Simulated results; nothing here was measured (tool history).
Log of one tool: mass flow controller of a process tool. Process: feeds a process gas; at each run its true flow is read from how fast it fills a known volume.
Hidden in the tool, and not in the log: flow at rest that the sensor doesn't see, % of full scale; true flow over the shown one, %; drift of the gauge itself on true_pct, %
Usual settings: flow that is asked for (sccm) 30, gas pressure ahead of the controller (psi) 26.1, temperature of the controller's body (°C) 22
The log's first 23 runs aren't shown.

run    hour  flow that is asked for (sccm)  gas pressure ahead of the controller (psi)  temperature of the controller's body (°C)  hours of work since the controller was set to zero  hours of work since the controller was changed  true flow (%)
 24  4459.7                             68                                        28.9                                         22                                                5283                                            5283          99.25
 25  4701.7                             68                                        28.9                                         22                                                5424                                            5424          99.13
 26  4907.9                             88                                        26.1                                         22                                                5544                                            5544           99.9
 27  5103.2                             47                                        26.1                                         31                                                5657                                            5657          98.43
 28  5274.5                             11                                        31.5                                         21                                                5757                                            5757          97.42
 29  5543.7                             67                                        31.8                                         21                                                5914                                            5914          99.12
 30  5720.9                             51                                        27.8                                         38                                                6017                                            6017          98.14
 31    5922                             14                                        28.9                                         22                                                6134                                            6134           97.5
 32  6052.8                             24                                        28.9                                         22                                                6210                                            6210          97.85
 33  6179.1                             12                                        27.8                                         23                                                6284                                            6284          97.65
 34  6295.3                             12                                        27.8                                         23                                                6351                                            6351          97.46
 35  6561.6                             30                                        26.5                                         34                                                6506                                            6506          97.61
 36  6728.8                             30                                        26.5                                         34                                                6604                                            6604          97.76
 37    6967                             18                                        28.7                                         34                                                6742                                            6742          97.14
 38  7136.8                             12                                        27.4                                         23                                                6841                                            6841          97.58
     7199.4  -- controller's zero set anew
 39    7359                             43                                        27.4                                         26                                                  93                                            6970          98.34
 40  7606.2                             43                                        27.4                                         26                                                 237                                            7114          98.21
 41  7763.6                             43                                        27.4                                         29                                                 328                                            7206          98.18
 42  7925.8                             43                                        27.4                                         29                                                 423                                            7300          98.28
 43  8120.1                             35                                        28.9                                         22                                                 536                                            7413          98.17
 44  8322.2                             25                                        26.1                                         33                                                 653                                            7531          97.71
 45    8530                             25                                        26.1                                         33                                                 774                                            7652          97.63

Forecast each of these 3 alternatives for the next run:
  A  8736.9                             25                                        24.7                                         22                                                 895                                            7772              ?
  B  8736.9                             87                                        26.1                                         25                                                 895                                            7772              ?
  C  8736.9                             25                                        34.2                                         33                                                 895                                            7772              ?

run  true flow (%)
  A          98.11
  B           99.7
  C          97.22
Without the tool's hidden state the same runs would have given:
run  true flow (%)
  A          98.13
  B          99.71
  C          97.23
